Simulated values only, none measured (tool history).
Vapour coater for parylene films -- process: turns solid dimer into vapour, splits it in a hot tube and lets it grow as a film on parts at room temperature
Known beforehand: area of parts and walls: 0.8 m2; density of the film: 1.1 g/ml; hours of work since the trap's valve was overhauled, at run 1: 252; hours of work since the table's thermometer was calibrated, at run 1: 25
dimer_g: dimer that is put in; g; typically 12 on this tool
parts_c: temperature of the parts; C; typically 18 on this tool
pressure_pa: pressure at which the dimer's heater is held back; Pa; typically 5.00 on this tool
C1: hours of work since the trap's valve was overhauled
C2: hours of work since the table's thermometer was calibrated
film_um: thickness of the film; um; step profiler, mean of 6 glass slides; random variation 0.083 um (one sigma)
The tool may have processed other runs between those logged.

{"run": 1, "hour": 0.0, "dimer_g": 12, "parts_c": 18, "pressure_pa": 5.0, "C1": 252, "C2": 25, "film_um": 10.09}
{"run": 2, "hour": 22.3, "dimer_g": 12, "parts_c": 18, "pressure_pa": 5.0, "C1": 264, "C2": 38, "film_um": 10.06}
{"run": 3, "hour": 58.0, "dimer_g": 12, "parts_c": 18, "pressure_pa": 5.0, "C1": 285, "C2": 59, "film_um": 10.16}
{"run": 4, "hour": 84.3, "dimer_g": 12, "parts_c": 18, "pressure_pa": 5.0, "C1": 300, "C2": 74, "film_um": 9.87}
{"run": 5, "hour": 131.4, "dimer_g": 12, "parts_c": 18, "pressure_pa": 5.0, "C1": 327, "C2": 101, "film_um": 10.03}
{"run": 6, "hour": 181.8, "dimer_g": 12, "parts_c": 18, "pressure_pa": 3.84, "C1": 356, "C2": 130, "film_um": 10.4}
{"run": 7, "hour": 218.7, "dimer_g": 12, "parts_c": 18, "pressure_pa": 3.84, "C1": 377, "C2": 151, "film_um": 10.34}
{"run": 8, "hour": 268.5, "dimer_g": 12, "parts_c": 18, "pressure_pa": 3.84, "C1": 406, "C2": 180, "film_um": 10.43}
{"run": 9, "hour": 308.7, "dimer_g": 12, "parts_c": 18, "pressure_pa": 5.0, "C1": 429, "C2": 203, "film_um": 10.2}
{"run": 10, "hour": 330.0, "dimer_g": 12, "parts_c": 18, "pressure_pa": 5.0, "C1": 441, "C2": 215, "film_um": 9.98}
{"run": 11, "hour": 365.1, "dimer_g": 14, "parts_c": 13, "pressure_pa": 2.72, "C1": 461, "C2": 235, "film_um": 15.68}
{"run": 12, "hour": 413.2, "dimer_g": 20, "parts_c": 18, "pressure_pa": 5.0, "C1": 489, "C2": 263, "film_um": 16.88}
{"run": 13, "hour": 451.3, "dimer_g": 18, "parts_c": 19, "pressure_pa": 4.32, "C1": 511, "C2": 285, "film_um": 14.77}
{"run": 14, "hour": 476.6, "dimer_g": 12, "parts_c": 14, "pressure_pa": 5.0, "C1": 525, "C2": 299, "film_um": 12.02}
{"run": 15, "hour": 518.8, "dimer_g": 18, "parts_c": 22, "pressure_pa": 11.33, "C1": 550, "C2": 323, "film_um": 11.57}
{"run": 16, "hour": 555.5, "dimer_g": 18, "parts_c": 22, "pressure_pa": 11.33, "C1": 571, "C2": 344, "film_um": 11.58}
{"run": 17, "hour": 576.4, "dimer_g": 15, "parts_c": 14, "pressure_pa": 3.05, "C1": 583, "C2": 356, "film_um": 15.91}

Consider 5 possible next runs. They are alternatives, not a sequence: every one starts from the tool as it was left by run 17. What does each give?
{"run": "A", "hour": 615.1, "dimer_g": 9, "parts_c": 18, "pressure_pa": 9.47, "C1": 605, "C2": 379, "film_um": "?"}
{"run": "B", "hour": 615.1, "dimer_g": 12, "parts_c": 18, "pressure_pa": 10.72, "C1": 605, "C2": 379, "film_um": "?"}
{"run": "C", "hour": 615.1, "dimer_g": 19, "parts_c": 14, "pressure_pa": 7.57, "C1": 605, "C2": 379, "film_um": "?"}
{"run": "D", "hour": 615.1, "dimer_g": 5, "parts_c": 14, "pressure_pa": 2.62, "C1": 605, "C2": 379, "film_um": "?"}
{"run": "E", "hour": 615.1, "dimer_g": 7, "parts_c": 27, "pressure_pa": 5.0, "C1": 605, "C2": 379, "film_um": "?"}

run=A film_um=7.00
run=B film_um=9.12
run=C film_um=18.35
run=D film_um=5.31
run=E film_um=3.93
Without the tool's unlogged condition, the same runs would have read:
run=A film_um=7.03
run=B film_um=9.15
run=C film_um=18.42
run=D film_um=5.33
run=E film_um=3.94
